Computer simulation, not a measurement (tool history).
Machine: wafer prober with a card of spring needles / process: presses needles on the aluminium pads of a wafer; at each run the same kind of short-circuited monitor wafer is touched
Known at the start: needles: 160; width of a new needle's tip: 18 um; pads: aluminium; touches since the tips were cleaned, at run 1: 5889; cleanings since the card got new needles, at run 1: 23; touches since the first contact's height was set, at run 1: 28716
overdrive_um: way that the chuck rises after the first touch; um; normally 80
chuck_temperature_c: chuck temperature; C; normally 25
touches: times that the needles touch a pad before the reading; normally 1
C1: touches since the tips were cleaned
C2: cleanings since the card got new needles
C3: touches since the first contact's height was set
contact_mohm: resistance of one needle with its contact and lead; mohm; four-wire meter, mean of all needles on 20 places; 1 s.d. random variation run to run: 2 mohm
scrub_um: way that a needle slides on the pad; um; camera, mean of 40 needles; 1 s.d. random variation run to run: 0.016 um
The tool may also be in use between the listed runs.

Run 1, hour 0.0: usual settings; C1 5889; C2 23; C3 28716. Result: contact_mohm 224 mohm, scrub_um 20.84 um.
At hour 7.5: tips cleaned on abrasive film.
Run 2, hour 16.7: usual settings; C1 3602; C2 24; C3 35189. Result: contact_mohm 226 mohm, scrub_um 20.89 um.
At hour 30.0: tips cleaned on abrasive film.
Run 3, hour 33.1: usual settings; C1 1210; C2 25; C3 41521. Result: contact_mohm 222 mohm, scrub_um 20.88 um.
Run 4, hour 48.5: usual settings but chuck_temperature_c 45 C; C1 7238; C2 25; C3 47549. Result: contact_mohm 228 mohm, scrub_um 20.89 um.
At hour 52.7: tips cleaned on abrasive film.
Run 5, hour 68.9: usual settings; C1 6308; C2 26; C3 55448. Result: contact_mohm 220 mohm, scrub_um 20.93 um.
At hour 74.8: tips cleaned on abrasive film.
Run 6, hour 87.8: usual settings; C1 5087; C2 27; C3 62790. Result: contact_mohm 220 mohm, scrub_um 20.90 um.
At hour 97.1: tips cleaned on abrasive film.
Run 7, hour 110.9: usual settings; C1 5373; C2 28; C3 71755. Result: contact_mohm 219 mohm, scrub_um 20.93 um.
At hour 119.2: tips cleaned on abrasive film.
Run 8, hour 136.9: usual settings; C1 6937; C2 29; C3 81856. Result: contact_mohm 222 mohm, scrub_um 20.96 um.
At hour 141.0: tips cleaned on abrasive film.
At hour 163.0: tips cleaned on abrasive film.
Run 9, hour 163.8: usual settings but touches 3; C1 343; C2 31; C3 92262. Result: contact_mohm 222 mohm, scrub_um 20.96 um.
At hour 177.9: height of the first contact set anew.
Run 10, hour 178.3: usual settings but overdrive_um 90 um; C1 5840; C2 31; C3 125. Result: contact_mohm 222 mohm, scrub_um 23.62 um.
At hour 185.3: tips cleaned on abrasive film.
Run 11, hour 192.1: usual settings but overdrive_um 64 um; C1 2649; C2 32; C3 5472. Result: contact_mohm 226 mohm, scrub_um 16.79 um.
Run 12, hour 202.9: usual settings but overdrive_um 93 um, touches 2; C1 6863; C2 32; C3 9686. Result: contact_mohm 219 mohm, scrub_um 24.44 um.
At hour 206.7: tips cleaned on abrasive film.
Run 13, hour 224.9: usual settings but overdrive_um 93 um, touches 2; C1 7093; C2 33; C3 18233. Result: contact_mohm 223 mohm, scrub_um 24.40 um.
At hour 228.6: tips cleaned on abrasive film.
At hour 250.9: tips cleaned on abrasive film.
Run 14, hour 250.9: usual settings but overdrive_um 76 um, chuck_temperature_c 42 C, touches 2; C1 0; C2 35; C3 28277. Result: contact_mohm 228 mohm, scrub_um 19.98 um.
Run 15, hour 267.0: usual settings but overdrive_um 61 um, chuck_temperature_c 106 C, touches 2; C1 6277; C2 35; C3 34554. Result: contact_mohm 243 mohm, scrub_um 16.05 um.
At hour 273.9: tips cleaned on abrasive film.
Run 16, hour 281.8: usual settings but overdrive_um 85 um, chuck_temperature_c 52 C; C1 3057; C2 36; C3 40274. Result: contact_mohm 227 mohm, scrub_um 22.37 um.
Run 17, hour 294.7: usual settings but chuck_temperature_c 26 C; C1 8107; C2 36; C3 45324. Result: contact_mohm 224 mohm, scrub_um 21.06 um.

Predict each of these 4 candidate next runs independently; none follows another, all start after run 17:
At hour 296.1: tips cleaned on abrasive film.
Run A, hour 313.5: usual settings but overdrive_um 81 um, chuck_temperature_c 125 C; C1 6775; C2 37; C3 52585. Result: contact_mohm ?, scrub_um ?.
At hour 296.1: tips cleaned on abrasive film.
Run B, hour 313.5: usual settings but chuck_temperature_c 40 C; C1 6775; C2 37; C3 52585. Result: contact_mohm ?, scrub_um ?.
At hour 296.1: tips cleaned on abrasive film.
Run C, hour 313.5: usual settings but chuck_temperature_c 125 C; C1 6775; C2 37; C3 52585. Result: contact_mohm ?, scrub_um ?.
At hour 296.1: tips cleaned on abrasive film.
Run D, hour 313.5: usual settings but overdrive_um 89 um, chuck_temperature_c 30 C, touches 3; C1 6775; C2 37; C3 52585. Result: contact_mohm ?, scrub_um ?.

run  contact_mohm  scrub_um
  A           244     21.34
  B           226     21.08
  C           242     21.10
  D           219     23.46
Stripped of hidden state, with their random variation kept, the same runs would have yielded:
run  contact_mohm  scrub_um
  A           243     21.12
  B           225     20.86
  C           241     20.88
  D           219     23.23
